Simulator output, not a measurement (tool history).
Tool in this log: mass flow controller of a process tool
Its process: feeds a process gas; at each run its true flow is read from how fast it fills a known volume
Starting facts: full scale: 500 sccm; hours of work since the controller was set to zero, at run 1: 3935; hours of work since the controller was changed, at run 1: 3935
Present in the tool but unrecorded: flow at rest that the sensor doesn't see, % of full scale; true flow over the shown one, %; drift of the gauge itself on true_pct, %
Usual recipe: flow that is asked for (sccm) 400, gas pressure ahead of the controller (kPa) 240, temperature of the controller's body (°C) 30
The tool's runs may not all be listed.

| run | day | flow that is asked for (sccm) | gas pressure ahead of the controller (kPa) | temperature of the controller's body (°C) | hours of work since the controller was set to zero | hours of work since the controller was changed | true flow (%) |
|---|---|---|---|---|---|---|---|
| 1 | 0 | 400 | 240 | 30 | 3935 | 3935 | 98.38 |
| 2 | 11.729 | 400 | 240 | 24 | 4062 | 4062 | 98.96 |
| 3 | 24.138 | 400 | 240 | 24 | 4197 | 4197 | 98.86 |
| 4 | 31.658 | 400 | 240 | 30 | 4278 | 4278 | 98.19 |
| 5 | 45.858 | 400 | 240 | 30 | 4432 | 4432 | 98.03 |
| 6 | 56.242 | 400 | 240 | 30 | 4545 | 4545 | 98.16 |
| 7 | 70.229 | 400 | 240 | 30 | 4697 | 4697 | 98.23 |
| 8 | 81.012 | 400 | 142 | 30 | 4814 | 4814 | 97.93 |
| 9 | 90.288 | 400 | 142 | 30 | 4914 | 4914 | 98 |
| 10 | 101.933 | 400 | 240 | 30 | 5041 | 5041 | 98.12 |
| 11 | 113.958 | 279 | 240 | 30 | 5171 | 5171 | 97.9 |
| 12 | 120.483 | 400 | 155 | 30 | 5242 | 5242 | 97.96 |
| 13 | 129.562 | 400 | 155 | 30 | 5340 | 5340 | 97.91 |
| 14 | 140.742 | 400 | 271 | 27 | 5462 | 5462 | 98.2 |
| 15 | 146.833 | 400 | 271 | 27 | 5528 | 5528 | 98.42 |
| 16 | 154.729 | 88 | 276 | 38 | 5613 | 5613 | 99.98 |
| 17 | 168.429 | 80 | 240 | 37 | 5762 | 5762 | 100.68 |
| 18 | 181.829 | 386 | 240 | 30 | 5907 | 5907 | 97.87 |
| 19 | 193.188 | 158 | 224 | 25 | 6031 | 6031 | 99.12 |
| 20 | 203.179 | 158 | 224 | 25 | 6139 | 6139 | 99.11 |
| 21 | 210.012 | 158 | 224 | 25 | 6213 | 6213 | 99.05 |
| 22 | 224.254 | 162 | 240 | 30 | 6368 | 6368 | 98.58 |
| 23 | 232.238 | 52 | 240 | 30 | 6454 | 6454 | 105.77 |

Forecast each of these 3 alternatives for the next run:
| A | 244.479 | 80 | 240 | 29 | 6587 | 6587 | ? |
| B | 244.479 | 52 | 240 | 27 | 6587 | 6587 | ? |
| C | 244.479 | 400 | 240 | 21 | 6587 | 6587 | ? |

| run | true flow (%) |
|---|---|
| A | 102.01 |
| B | 106.2 |
| C | 98.69 |
With no hidden state in the tool, these same runs would have given:
| run | true flow (%) |
|---|---|
| A | 97 |
| B | 97.1 |
| C | 99.77 |

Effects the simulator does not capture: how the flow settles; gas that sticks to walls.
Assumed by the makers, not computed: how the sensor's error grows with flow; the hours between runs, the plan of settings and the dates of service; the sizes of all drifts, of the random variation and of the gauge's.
